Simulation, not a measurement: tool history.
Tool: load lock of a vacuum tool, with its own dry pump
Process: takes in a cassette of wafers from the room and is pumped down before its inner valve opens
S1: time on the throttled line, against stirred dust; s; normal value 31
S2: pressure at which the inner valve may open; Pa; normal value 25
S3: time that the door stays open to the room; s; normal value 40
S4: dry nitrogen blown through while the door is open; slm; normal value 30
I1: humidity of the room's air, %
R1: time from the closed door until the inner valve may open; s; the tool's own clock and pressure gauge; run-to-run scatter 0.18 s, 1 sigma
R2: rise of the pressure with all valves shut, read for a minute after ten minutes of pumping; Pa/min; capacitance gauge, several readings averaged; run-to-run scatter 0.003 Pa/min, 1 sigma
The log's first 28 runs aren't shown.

run 29 hour=8867.9 | S1=35 S2=21 S3=125 S4=16 | I1=47.6 | R1=49.3 R2=0.177
-- hour=9127.2 dry pump taken out, an overhauled one fitted
run 30 hour=9281.9 | S1=35 S2=21 S3=125 S4=16 | I1=43.8 | R1=45.7 R2=0.189
run 31 hour=9616.6 | S1=35 S2=21 S3=125 S4=16 | I1=43.3 | R1=45.6 R2=0.19
run 32 hour=10038.3 | S1=35 S2=21 S3=125 S4=16 | I1=45 | R1=45.7 R2=0.195
run 33 hour=10339.2 | S1=29 S2=48 S3=35 S4=9 | I1=46.2 | R1=38.8 R2=0.184
run 34 hour=10734.8 | S1=22 S2=19 S3=27 S4=18 | I1=48.8 | R1=34.7 R2=0.181
run 35 hour=11013.1 | S1=33 S2=37 S3=49 S4=9 | I1=47.1 | R1=43 R2=0.206
run 36 hour=11243.4 | S1=31 S2=25 S3=40 S4=14 | I1=41.8 | R1=42.3 R2=0.197

Forecast each of these 4 alternatives for the next run:
run A hour=11558.9 | S1=18 S2=25 S3=167 S4=14 | I1=46.5 | R1=? R2=?
run B hour=11558.9 | S1=31 S2=25 S3=40 S4=44 | I1=47.6 | R1=? R2=?
run C hour=11558.9 | S1=23 S2=47 S3=40 S4=14 | I1=43.2 | R1=? R2=?
run D hour=11558.9 | S1=31 S2=25 S3=183 S4=14 | I1=44.2 | R1=? R2=?

run=A R1=30.3 R2=0.243
run=B R1=42.3 R2=0.198
run=C R1=33.8 R2=0.204
run=D R1=42.4 R2=0.232
Stripped of hidden state, with their random variation kept, the same runs would have yielded:
run=A R1=29.8 R2=0.063
run=B R1=41.8 R2=0.018
run=C R1=33.3 R2=0.028
run=D R1=41.9 R2=0.054

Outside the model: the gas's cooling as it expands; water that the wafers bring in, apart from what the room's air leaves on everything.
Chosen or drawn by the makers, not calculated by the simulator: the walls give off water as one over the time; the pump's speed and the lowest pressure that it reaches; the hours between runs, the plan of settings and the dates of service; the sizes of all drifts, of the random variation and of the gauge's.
